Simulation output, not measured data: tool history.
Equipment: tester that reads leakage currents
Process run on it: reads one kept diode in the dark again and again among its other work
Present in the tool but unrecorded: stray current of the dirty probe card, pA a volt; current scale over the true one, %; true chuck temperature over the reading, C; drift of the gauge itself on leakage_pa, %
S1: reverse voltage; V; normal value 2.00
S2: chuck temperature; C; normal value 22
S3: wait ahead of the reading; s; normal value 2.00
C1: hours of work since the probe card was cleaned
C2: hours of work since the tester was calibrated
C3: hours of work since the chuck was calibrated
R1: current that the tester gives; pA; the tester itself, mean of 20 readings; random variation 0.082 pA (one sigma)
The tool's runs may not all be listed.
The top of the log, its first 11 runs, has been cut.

run,hour,S1,S2,S3,C1,C2,C3,R1
12,1057.9,2.00,56,2.00,2808,1584,522,206.70
13,1182.2,2.00,56,2.00,2865,1641,578,206.72
14,1279.4,2.00,56,2.00,2909,1686,623,206.13
15,1368.7,2.00,56,2.00,2950,1727,664,206.35
16,1434.9,2.00,22,2.00,2980,1757,694,21.54
17,1507.1,2.00,47,2.00,3013,1790,727,118.05
18,1563.1,2.00,37,2.00,3039,1815,753,61.93
19,1685.2,2.00,22,2.00,3095,1871,808,21.48
20,1770.9,2.00,22,2.00,3134,1910,848,21.55
21,1858.9,2.00,38,0.75,3174,1951,888,66.24
22,1971.4,6.10,33,0.75,3225,2002,939,91.51
23,2048.7,4.38,35,1.36,3261,2037,975,85.46
24,2117.0,11.60,22,0.48,3292,2069,1006,62.41
25,2216.9,11.86,22,6.37,3338,2114,1051,60.84
26,2309.5,2.00,22,0.98,3380,2157,1094,21.59
27,2409.1,13.81,22,7.22,3425,2202,1139,66.61
# hour 2418.7: chuck's temperature calibrated
# hour 2479.8: probe card cleaned and baked
28,2540.7,2.00,29,0.61,28,2260,54,35.97
29,2637.6,2.00,29,0.61,72,2304,99,35.94
# hour 2763.4: tester calibrated
30,2768.3,2.01,31,0.57,131,2,158,41.64
31,2844.0,19.21,26,2.00,166,37,192,109.38
32,2944.5,2.00,32,1.30,212,83,238,44.17
33,3014.9,10.45,24,0.67,244,115,270,66.92
34,3119.5,1.26,36,1.26,292,163,318,44.34

Expected results for the next run?
35,3239.4,2.00,38,2.00,346,218,373,?

R1: 66.10 pA
Without the tool's hidden state the same run would have given R1 66.09 pA.

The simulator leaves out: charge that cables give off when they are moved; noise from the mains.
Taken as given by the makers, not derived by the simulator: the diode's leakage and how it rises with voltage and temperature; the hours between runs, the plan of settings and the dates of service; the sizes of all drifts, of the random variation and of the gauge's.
